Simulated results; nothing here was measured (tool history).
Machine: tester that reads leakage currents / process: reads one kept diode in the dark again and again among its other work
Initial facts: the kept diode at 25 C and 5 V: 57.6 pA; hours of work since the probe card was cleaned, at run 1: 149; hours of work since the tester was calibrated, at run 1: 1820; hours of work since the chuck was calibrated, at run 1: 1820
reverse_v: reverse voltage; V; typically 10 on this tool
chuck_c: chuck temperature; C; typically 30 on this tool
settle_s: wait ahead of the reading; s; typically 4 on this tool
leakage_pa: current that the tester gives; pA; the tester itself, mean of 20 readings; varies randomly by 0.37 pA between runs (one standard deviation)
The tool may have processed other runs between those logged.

run    hour  reverse_v  chuck_c  settle_s  hours of work since the probe card was cleaned  hours of work since the tester was calibrated  hours of work since the chuck was calibrated  leakage_pa
  1       0         10       30         4                                             149                                           1820                                          1820      110.64
  2   144.6         10       30         4                                             245                                           1916                                          1916      111.04
  3   248.6         10       30         4                                             314                                           1985                                          1985      111.31
  4   327.7         10       30         4                                             366                                           2038                                          2038       111.6
      447.8  -- chuck's temperature calibrated
  5   509.5         10       30         4                                             485                                           2157                                            41      121.18
  6   681.3         10       30         4                                             599                                           2270                                           155      121.64
  7   810.5         10       30         4                                             685                                           2356                                           240      121.73
        828  -- probe card cleaned and baked
  8   938.2         10       30         4                                              73                                           2439                                           323      122.94
  9  1028.1       15.8       30         4                                             133                                           2498                                           382      153.39
 10    1166         10       37         4                                             224                                           2590                                           474      214.69
 11  1321.3         10       37         4                                             327                                           2692                                           577      213.06
 12  1491.8       14.2       28         4                                             440                                           2805                                           690      125.15
 13  1577.4         10       48      0.35                                             496                                           2862                                           746       499.1
 14  1724.8       12.6       48       1.7                                             594                                           2960                                           844      548.98
 15  1838.7       12.6       48       1.7                                             670                                           3035                                           919      544.85
 16  1965.4         17       30      1.47                                             753                                           3119                                          1003      163.62
     1981.5  -- probe card cleaned and baked, once more
 17    2062         17       30      1.47                                              53                                           3181                                          1065      143.45
 18  2170.7         10       45      0.45                                             125                                           3253                                          1137      382.67
 19  2296.5         10       45      0.45                                             209                                           3336                                          1221      381.34

Below are 4 alternative next runs, each starting from the tool's condition after run 19. Predict each:
  A  2391.7        2.4       26      5.55                                             272                                           3400                                          1284           ?
  B  2391.7         10       33      0.45                                             272                                           3400                                          1284           ?
  C  2391.7        8.2       30         4                                             272                                           3400                                          1284           ?
  D  2391.7        3.1       33      8.19                                             272                                           3400                                          1284           ?

run  leakage_pa
  A       41.79
  B      148.28
  C      102.56
  D       84.68
Had the tool no hidden state, the same runs would have come out as:
run  leakage_pa
  A       45.77
  B      161.04
  C      111.51
  D       92.87
